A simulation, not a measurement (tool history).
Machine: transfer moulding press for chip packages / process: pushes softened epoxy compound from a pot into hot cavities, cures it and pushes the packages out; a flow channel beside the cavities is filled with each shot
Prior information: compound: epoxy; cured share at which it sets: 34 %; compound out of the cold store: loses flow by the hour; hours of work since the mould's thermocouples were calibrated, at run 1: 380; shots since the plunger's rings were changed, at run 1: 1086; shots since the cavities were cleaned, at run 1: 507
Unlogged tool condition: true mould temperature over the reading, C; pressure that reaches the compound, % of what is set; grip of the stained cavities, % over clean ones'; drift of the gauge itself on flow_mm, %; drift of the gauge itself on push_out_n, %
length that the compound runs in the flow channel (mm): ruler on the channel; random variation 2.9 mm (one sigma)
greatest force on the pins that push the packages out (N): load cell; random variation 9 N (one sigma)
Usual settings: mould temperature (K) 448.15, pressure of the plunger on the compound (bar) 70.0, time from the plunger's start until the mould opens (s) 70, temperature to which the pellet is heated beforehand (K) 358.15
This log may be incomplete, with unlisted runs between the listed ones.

run,hour,mould temperature (K),pressure of the plunger on the compound (bar),time from the plunger's start until the mould opens (s),temperature to which the pellet is heated beforehand (K),hours of work since the mould's thermocouples were calibrated,shots since the plunger's rings were changed,shots since the cavities were cleaned,incoming compound's hours out of the cold store,length that the compound runs in the flow channel (mm),greatest force on the pins that push the packages out (N)
1,0.0,448.15,70.0,70,358.15,380,1086,507,16.2,808,433
2,6.3,448.15,70.0,70,358.15,384,1179,600,18.4,799,440
3,17.7,448.15,70.0,70,358.15,392,1348,769,18.2,796,417
# hour 25.5: cavities cleaned with cleaning compound and waxed
4,26.6,448.15,70.0,70,358.15,397,1456,16,47.7,704,406
5,38.8,451.15,70.0,70,358.15,405,1637,197,22.7,773,344
6,47.5,451.15,70.0,70,358.15,411,1766,326,11.2,807,350
7,57.6,451.15,70.0,66,358.15,418,1915,475,29.9,744,388
8,67.9,451.15,70.0,66,358.15,425,2067,627,23.7,769,380
9,76.1,448.15,70.0,70,358.15,431,2188,748,47.2,702,375
# hour 84.7: cavities cleaned with cleaning compound and waxed
10,86.5,448.15,69.8,78,351.15,437,2319,26,27.3,766,364
11,95.0,455.15,69.8,69,351.15,442,2445,152,23.6,754,310
12,106.7,449.15,69.8,69,351.15,450,2618,325,8.4,826,411
13,119.4,448.15,68.0,70,358.15,459,2805,512,35.3,730,392
14,128.3,448.15,75.0,70,358.15,465,2937,644,42.6,742,385
# hour 136.0: plunger's sealing rings changed
15,144.2,448.15,78.2,100,358.15,474,121,841,38.1,774,284
# hour 147.0: cavities cleaned with cleaning compound and waxed
16,157.3,448.15,78.2,100,358.15,482,293,153,43.2,759,278
17,165.9,448.15,70.0,87,349.15,488,419,279,41.1,723,302

Entry by entry between the runs, the difference in hidden state between the last listed run before and the first listed run after:
Run 3 -> run 4: cavities cleaned with cleaning compound and waxed (hour 25.5)
  grip of the stained cavities, % over clean ones': 0.8 -> 0.1
Run 9 -> run 10: cavities cleaned with cleaning compound and waxed (hour 84.7)
  pressure that reaches the compound, % of what is set: 99.88 -> 99.87; grip of the stained cavities, % over clean ones': 0.9 -> 0.1
Run 14 -> run 15: plunger's sealing rings changed (hour 136.0)
  pressure that reaches the compound, % of what is set: 99.83 -> 99.99; grip of the stained cavities, % over clean ones': 0.8 -> 0.9
Run 15 -> run 16: cavities cleaned with cleaning compound and waxed (hour 147.0)
  pressure that reaches the compound, % of what is set: 99.99 -> 99.98; grip of the stained cavities, % over clean ones': 0.9 -> 0.3

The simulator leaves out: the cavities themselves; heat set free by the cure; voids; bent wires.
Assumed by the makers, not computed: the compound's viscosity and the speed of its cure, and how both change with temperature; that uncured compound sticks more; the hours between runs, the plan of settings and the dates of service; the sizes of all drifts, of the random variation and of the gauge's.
